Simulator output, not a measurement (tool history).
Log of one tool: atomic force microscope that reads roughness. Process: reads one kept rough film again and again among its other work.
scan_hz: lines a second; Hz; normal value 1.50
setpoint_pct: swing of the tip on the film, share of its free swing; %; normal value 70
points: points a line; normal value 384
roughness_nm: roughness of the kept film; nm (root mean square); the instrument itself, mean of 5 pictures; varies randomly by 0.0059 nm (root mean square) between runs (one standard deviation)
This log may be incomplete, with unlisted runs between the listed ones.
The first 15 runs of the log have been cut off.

run,hour,scan_hz,setpoint_pct,points,pictures with this tip,hours of work since the height scale was calibrated,roughness_nm
# hour 225.0: new tip fitted
16,228.4,1.50,70,384,5,391,1.480
17,237.4,1.50,70,384,18,398,1.476
18,254.1,1.50,70,384,42,411,1.474
19,264.3,0.83,61,417,57,418,1.510
20,273.8,0.83,61,417,70,426,1.510
21,283.2,0.83,61,417,84,433,1.509
22,299.9,3.03,70,282,108,445,1.355
23,309.6,3.03,70,282,122,453,1.342
24,323.4,3.03,70,282,142,463,1.325
25,331.6,1.50,78,384,153,470,1.368
26,347.0,0.58,89,565,175,481,1.408
27,361.4,2.85,79,761,196,492,1.224
28,376.7,1.82,60,641,218,504,1.416
# hour 379.0: new tip fitted
29,391.3,1.82,60,641,17,515,1.502
30,408.6,2.24,74,781,42,528,1.389
31,427.9,2.24,74,781,70,542,1.376
32,439.2,2.24,74,781,86,551,1.362
33,455.0,2.24,74,781,109,563,1.358
34,470.2,1.35,70,384,131,575,1.444
35,482.9,1.35,70,384,149,584,1.420

Consider 3 possible next runs. They are alternatives, not a sequence: every one starts from the tool as it was left by run 35. What does each give?
A,491.2,1.35,57,384,161,591,?
B,491.2,1.35,70,378,161,591,?
C,491.2,1.50,60,384,161,591,?

run,roughness_nm
A,1.471
B,1.411
C,1.445
With the hidden condition removed and each run's random variation left untouched, the same runs would have given:
run,roughness_nm
A,1.549
B,1.486
C,1.522
